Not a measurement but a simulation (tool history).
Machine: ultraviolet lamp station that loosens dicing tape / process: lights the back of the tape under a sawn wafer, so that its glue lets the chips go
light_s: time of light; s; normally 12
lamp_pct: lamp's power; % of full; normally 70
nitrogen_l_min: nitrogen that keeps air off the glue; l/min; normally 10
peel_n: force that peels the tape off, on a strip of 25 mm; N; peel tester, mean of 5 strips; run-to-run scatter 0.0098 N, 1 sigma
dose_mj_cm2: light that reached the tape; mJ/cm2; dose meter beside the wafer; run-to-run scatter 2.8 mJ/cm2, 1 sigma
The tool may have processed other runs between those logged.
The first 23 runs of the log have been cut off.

Run 24, hour 542.4: usual settings but nitrogen_l_min 5 l/min. Result: peel_n 1.618 N, dose_mj_cm2 215 mJ/cm2.
Run 25, hour 570.9: usual settings but nitrogen_l_min 5 l/min. Result: peel_n 1.704 N, dose_mj_cm2 210 mJ/cm2.
Run 26, hour 598.0: usual settings but light_s 10 s, lamp_pct 88 % of full, nitrogen_l_min 4 l/min. Result: peel_n 1.815 N, dose_mj_cm2 216 mJ/cm2.
At hour 606.7: lamp changed.
Run 27, hour 628.9: usual settings but light_s 18 s, lamp_pct 83 % of full, nitrogen_l_min 4 l/min. Result: peel_n 0.324 N, dose_mj_cm2 630 mJ/cm2.
Run 28, hour 646.2: usual settings but light_s 19 s, lamp_pct 68 % of full. Result: peel_n 0.272 N, dose_mj_cm2 542 mJ/cm2.
Run 29, hour 671.9: usual settings but light_s 19 s, lamp_pct 73 % of full, nitrogen_l_min 11 l/min. Result: peel_n 0.262 N, dose_mj_cm2 576 mJ/cm2.
Run 30, hour 687.5: usual settings but light_s 16 s, nitrogen_l_min 4 l/min. Result: peel_n 0.552 N, dose_mj_cm2 459 mJ/cm2.
Run 31, hour 705.8: usual settings but light_s 16 s, nitrogen_l_min 4 l/min. Result: peel_n 0.549 N, dose_mj_cm2 462 mJ/cm2.
Run 32, hour 731.9: usual settings but light_s 16 s, nitrogen_l_min 13 l/min. Result: peel_n 0.308 N, dose_mj_cm2 443 mJ/cm2.
Run 33, hour 749.0: usual settings but light_s 16 s, lamp_pct 67 % of full, nitrogen_l_min 15 l/min. Result: peel_n 0.306 N, dose_mj_cm2 423 mJ/cm2.
Run 34, hour 772.1: usual settings but light_s 16 s, lamp_pct 67 % of full, nitrogen_l_min 15 l/min. Result: peel_n 0.325 N, dose_mj_cm2 415 mJ/cm2.
At hour 777.4: window cleaned of glue's vapour.
Run 35, hour 808.0: usual settings but light_s 16 s, lamp_pct 67 % of full, nitrogen_l_min 15 l/min. Result: peel_n 0.285 N, dose_mj_cm2 475 mJ/cm2.
Run 36, hour 835.0: usual settings but lamp_pct 98 % of full, nitrogen_l_min 6 l/min. Result: peel_n 0.363 N, dose_mj_cm2 505 mJ/cm2.
Run 37, hour 852.7: usual settings but light_s 24 s, lamp_pct 61 % of full, nitrogen_l_min 6 l/min. Result: peel_n 0.266 N, dose_mj_cm2 626 mJ/cm2.

3 options for the next run, each taken on its own from the tool as it stands now. Forecast them:
Run A, hour 882.9: usual settings but light_s 6 s, lamp_pct 61 % of full, nitrogen_l_min 6 l/min. Result: peel_n ?, dose_mj_cm2 ?.
Run B, hour 882.9: usual settings but light_s 18 s, lamp_pct 98 % of full. Result: peel_n ?, dose_mj_cm2 ?.
Run C, hour 882.9: usual settings but light_s 7 s, lamp_pct 64 % of full, nitrogen_l_min 19 l/min. Result: peel_n ?, dose_mj_cm2 ?.

run  peel_n  dose_mj_cm2
  A   2.240          154
  B   0.228          749
  C   1.136          185
With no hidden state in the tool, these same runs would have given:
run  peel_n  dose_mj_cm2
  A   2.015          169
  B   0.223          825
  C   0.970          204
